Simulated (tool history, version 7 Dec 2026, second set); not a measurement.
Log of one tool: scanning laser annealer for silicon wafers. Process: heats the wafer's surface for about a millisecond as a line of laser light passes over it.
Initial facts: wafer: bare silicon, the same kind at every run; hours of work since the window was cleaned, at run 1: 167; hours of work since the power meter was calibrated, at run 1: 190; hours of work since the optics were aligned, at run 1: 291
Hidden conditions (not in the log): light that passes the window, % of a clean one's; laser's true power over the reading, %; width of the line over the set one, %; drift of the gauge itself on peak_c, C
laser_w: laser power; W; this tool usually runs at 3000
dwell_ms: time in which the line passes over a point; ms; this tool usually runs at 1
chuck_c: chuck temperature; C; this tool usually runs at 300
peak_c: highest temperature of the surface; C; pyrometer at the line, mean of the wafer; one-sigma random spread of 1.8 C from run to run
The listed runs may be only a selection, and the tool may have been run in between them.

| run | day | laser_w | dwell_ms | chuck_c | hours of work since the window was cleaned | hours of work since the power meter was calibrated | hours of work since the optics were aligned | peak_c |
|---|---|---|---|---|---|---|---|---|
| 1 | 0 | 3000 | 1 | 300 | 167 | 190 | 291 | 1070 |
| 2 | 0.458 | 3000 | 1 | 300 | 175 | 198 | 299 | 1067 |
| 3 | 0.862 | 3000 | 1 | 300 | 182 | 205 | 307 | 1067 |
| 4 | 1.154 | 3000 | 1 | 300 | 188 | 210 | 312 | 1068 |
| 5 | 1.688 | 3000 | 1 | 294 | 197 | 220 | 321 | 1059 |
| 6 | 2.217 | 3000 | 0.76 | 300 | 206 | 229 | 331 | 966 |
| 7 | 2.533 | 3000 | 0.76 | 300 | 212 | 235 | 336 | 965 |
| 8 | 2.858 | 3000 | 0.76 | 300 | 218 | 241 | 342 | 966 |
| 9 | 3.325 | 3000 | 0.76 | 300 | 226 | 249 | 350 | 966 |
| 10 | 3.892 | 3000 | 0.76 | 300 | 236 | 259 | 360 | 966 |
| 11 | 4.162 | 3000 | 0.82 | 300 | 241 | 264 | 365 | 992 |
| 12 | 4.696 | 3000 | 0.82 | 300 | 250 | 273 | 374 | 996 |
| 13 | 5.108 | 3000 | 0.82 | 300 | 258 | 280 | 382 | 991 |
| 14 | 5.388 | 2846 | 1.04 | 295 | 263 | 285 | 387 | 1030 |
| 15 | 5.671 | 3000 | 1 | 263 | 268 | 290 | 392 | 1031 |
| 16 | 6.338 | 2687 | 0.82 | 322 | 279 | 302 | 403 | 927 |
| 17 | 6.733 | 2687 | 0.82 | 322 | 286 | 309 | 410 | 925 |
| 18 | 7.221 | 2687 | 0.82 | 322 | 295 | 318 | 419 | 927 |
| 19 | 7.529 | 2812 | 0.79 | 261 | 300 | 323 | 425 | 887 |
| 20 | 8 | 2812 | 0.79 | 261 | 309 | 332 | 433 | 886 |
| 21 | 8.458 | 2812 | 0.79 | 332 | 317 | 340 | 441 | 957 |
| 22 | 8.892 | 2714 | 1.15 | 333 | 325 | 347 | 449 | 1062 |

Run 23, settings as shown, results not yet in. Your forecast:
| 23 | 9.362 | 2714 | 1.15 | 333 | 333 | 356 | 457 | ? |

peak_c: 1062 C
Take away the tool's hidden state, keep the run-to-run variation as it was, and the same run would have given peak_c 1062 C.

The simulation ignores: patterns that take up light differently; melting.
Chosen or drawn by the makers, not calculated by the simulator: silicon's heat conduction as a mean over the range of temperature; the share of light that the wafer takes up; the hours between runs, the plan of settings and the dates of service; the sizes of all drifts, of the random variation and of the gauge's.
